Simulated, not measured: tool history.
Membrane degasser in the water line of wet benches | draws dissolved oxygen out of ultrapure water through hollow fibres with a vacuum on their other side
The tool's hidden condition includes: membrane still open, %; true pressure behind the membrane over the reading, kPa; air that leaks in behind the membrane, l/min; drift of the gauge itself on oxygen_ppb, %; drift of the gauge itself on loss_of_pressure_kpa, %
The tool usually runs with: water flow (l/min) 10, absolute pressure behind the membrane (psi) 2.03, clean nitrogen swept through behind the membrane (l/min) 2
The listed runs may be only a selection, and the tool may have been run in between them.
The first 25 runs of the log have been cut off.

run,hour,water flow (l/min),absolute pressure behind the membrane (psi),clean nitrogen swept through behind the membrane (l/min),hours since the membrane was changed,hours since the vacuum gauge was calibrated,hours since the vacuum lines were made tight,dissolved oxygen in the water behind the degasser (ppb),pressure that the water loses in the fibres (psi)
26,5452.9,11,2.78,2.59,5744,306,1861,207.5,10.739
27,5676.5,10,4.77,2.61,5968,530,2084,310.3,9.747
28,5929.7,8,1.87,2,6221,783,2337,111.6,7.867
29,6065.8,13,4.09,0.85,6357,919,2474,869.8,12.878
30,6291.6,13,4.09,0.85,6583,1145,2699,881.8,12.833
31,6425.6,8,3.32,2.25,6717,1279,2833,194.2,7.912
32,6729.3,8,3.32,2.25,7020,1583,3137,196.6,7.923
33,6945.8,8,3.32,2.25,7237,1799,3354,193.6,7.96

Below are 3 alternative next runs, each starting from the tool's condition after run 33. Predict each:
A,7206.4,8,3.32,1.13,7497,2060,3614,?,?
B,7206.4,8,2.9,5.05,7497,2060,3614,?,?
C,7206.4,8,3.32,0.83,7497,2060,3614,?,?

run,dissolved oxygen in the water behind the degasser (ppb),pressure that the water loses in the fibres (psi)
A,358,7.99
B,84.2,7.984
C,464.4,7.993
Without the tool's unlogged condition, the same runs would have read:
run,dissolved oxygen in the water behind the degasser (ppb),pressure that the water loses in the fibres (psi)
A,330.5,7.382
B,73,7.38
C,432.4,7.387
